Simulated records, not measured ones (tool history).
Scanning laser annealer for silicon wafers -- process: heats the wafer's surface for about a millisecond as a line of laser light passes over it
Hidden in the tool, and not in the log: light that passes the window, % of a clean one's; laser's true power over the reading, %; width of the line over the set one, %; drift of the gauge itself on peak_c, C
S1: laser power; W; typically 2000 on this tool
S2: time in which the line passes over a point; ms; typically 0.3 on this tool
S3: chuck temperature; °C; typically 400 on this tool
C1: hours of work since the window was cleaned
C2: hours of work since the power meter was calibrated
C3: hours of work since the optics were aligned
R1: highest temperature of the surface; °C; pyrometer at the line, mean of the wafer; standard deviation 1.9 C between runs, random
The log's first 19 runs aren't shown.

run 20 day=5.417 | S1=2000 S2=0.3 S3=437 | C1=25 C2=267 C3=105 | R1=1176
run 21 day=5.638 | S1=2000 S2=0.3 S3=411 | C1=29 C2=271 C3=109 | R1=1148
run 22 day=6.017 | S1=2000 S2=0.329 S3=411 | C1=36 C2=278 C3=116 | R1=1183
-- day=6.233 window over the wafer cleaned, once more
run 23 day=6.262 | S1=1771 S2=0.3 S3=417 | C1=1 C2=281 C3=119 | R1=1083
run 24 day=6.446 | S1=2003 S2=0.231 S3=407 | C1=4 C2=285 C3=123 | R1=1071
run 25 day=6.617 | S1=2003 S2=0.231 S3=407 | C1=7 C2=288 C3=126 | R1=1073
run 26 day=6.917 | S1=2003 S2=0.231 S3=407 | C1=12 C2=293 C3=131 | R1=1073
run 27 day=7.262 | S1=2003 S2=0.231 S3=407 | C1=19 C2=299 C3=137 | R1=1069
run 28 day=7.488 | S1=2003 S2=0.231 S3=435 | C1=23 C2=303 C3=141 | R1=1097
run 29 day=7.767 | S1=2071 S2=0.219 S3=438 | C1=28 C2=308 C3=146 | R1=1106
run 30 day=8.138 | S1=1792 S2=0.314 S3=424 | C1=35 C2=315 C3=153 | R1=1116
run 31 day=8.333 | S1=1792 S2=0.314 S3=424 | C1=38 C2=319 C3=157 | R1=1111
run 32 day=8.538 | S1=1792 S2=0.314 S3=424 | C1=42 C2=322 C3=160 | R1=1111
run 33 day=8.742 | S1=1917 S2=0.321 S3=393 | C1=45 C2=326 C3=164 | R1=1133
run 34 day=8.958 | S1=1917 S2=0.321 S3=393 | C1=49 C2=330 C3=168 | R1=1143
run 35 day=9.229 | S1=1917 S2=0.321 S3=393 | C1=54 C2=335 C3=173 | R1=1135
run 36 day=9.488 | S1=1917 S2=0.321 S3=393 | C1=59 C2=340 C3=178 | R1=1133
run 37 day=9.804 | S1=2102 S2=0.321 S3=413 | C1=65 C2=345 C3=183 | R1=1224
run 38 day=9.975 | S1=1816 S2=0.308 S3=423 | C1=68 C2=348 C3=186 | R1=1113
run 39 day=10.2 | S1=1816 S2=0.308 S3=423 | C1=72 C2=353 C3=191 | R1=1112
run 40 day=10.375 | S1=1917 S2=0.376 S3=432 | C1=75 C2=356 C3=194 | R1=1229

Alternative continuations, all from the tool just after run 40; predict every row:
run A day=10.617 | S1=1917 S2=0.243 S3=407 | C1=79 C2=360 C3=198 | R1=?
run B day=10.617 | S1=1969 S2=0.3 S3=400 | C1=79 C2=360 C3=198 | R1=?
run C day=10.617 | S1=2113 S2=0.216 S3=392 | C1=79 C2=360 C3=198 | R1=?
run D day=10.617 | S1=1856 S2=0.337 S3=371 | C1=79 C2=360 C3=198 | R1=?
run E day=10.617 | S1=2162 S2=0.343 S3=435 | C1=79 C2=360 C3=198 | R1=?

run=A R1=1054
run=B R1=1138
run=C R1=1066
run=D R1=1106
run=E R1=1292
The same runs, with their run-to-run variation unchanged, on a tool lacking any hidden condition would have given:
run=A R1=1062
run=B R1=1148
run=C R1=1075
run=D R1=1115
run=E R1=1303
